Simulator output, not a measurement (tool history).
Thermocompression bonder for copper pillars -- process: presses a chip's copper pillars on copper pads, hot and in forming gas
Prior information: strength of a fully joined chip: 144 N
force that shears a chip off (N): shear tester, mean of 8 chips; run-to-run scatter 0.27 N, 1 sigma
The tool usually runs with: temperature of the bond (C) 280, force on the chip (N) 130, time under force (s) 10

run    day  temperature of the bond (C)  force on the chip (N)  time under force (s)  force that shears a chip off (N)
  1      0                          280                    130                    10                              53.5
  2   1.25                          280                    130                    21                              70.1
  3  2.283                          280                    130                    21                              70.6
  4  3.046                          280                    130                    10                              53.5
  5  4.008                          277                    130                    10                                52
  6  5.396                          280                    130                    10                              53.7
  7  6.404                          280                    130                    10                              53.3

Run 8 is up next; what results do you expect?
  8  8.062                          309                    184                    10                                 ?

Run 8 came out at force that shears a chip off (N) 89.7.
Without the tool's hidden state the same run would have given force that shears a chip off (N) 89.8.

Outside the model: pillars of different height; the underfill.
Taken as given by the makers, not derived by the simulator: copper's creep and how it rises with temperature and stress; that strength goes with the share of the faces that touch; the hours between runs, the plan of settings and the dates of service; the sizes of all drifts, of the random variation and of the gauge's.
